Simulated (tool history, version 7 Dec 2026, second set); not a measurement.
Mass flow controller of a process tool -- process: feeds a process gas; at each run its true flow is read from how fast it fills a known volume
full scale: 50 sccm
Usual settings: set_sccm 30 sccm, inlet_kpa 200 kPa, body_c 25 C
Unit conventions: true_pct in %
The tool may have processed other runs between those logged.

run,day,set_sccm,inlet_kpa,body_c,true_pct
1,0,30,200,25,100.29
2,6.038,23,200,25,100.25
3,12,23,200,25,100.39
4,17.671,23,200,25,100.34
5,24.962,30,200,25,100.54
6,32.812,30,200,25,100.44
7,39.738,30,200,25,100.54
8,47.942,30,200,25,100.51
9,56.667,30,200,25,100.6
10,63.008,30,200,25,100.75
11,70.712,30,200,25,100.7
12,79.383,30,200,25,100.78
13,87.583,30,200,25,100.82
14,95.829,30,200,25,100.96
15,102.7,30,200,25,101.06
16,108.396,30,200,25,101.01
17,116.925,30,200,25,101.09
18,121.558,30,200,25,101.19
19,125.483,32,200,25,101.14
20,132.317,32,200,25,101.16
21,138.15,30,200,25,101.14
22,144.858,30,200,25,101.21
23,153.629,30,200,25,101.28
24,159.492,30,200,25,101.39
25,165.196,30,225,26,101.36
26,172.05,45,234,39,102.96

The next listed run, before its measurement:
27,178.058,45,234,39,?

For run 27 the tool returned true_pct 102.76 %.
Take away the tool's hidden state, keep the run-to-run variation as it was, and the same run would have given true_pct 101.13 %.
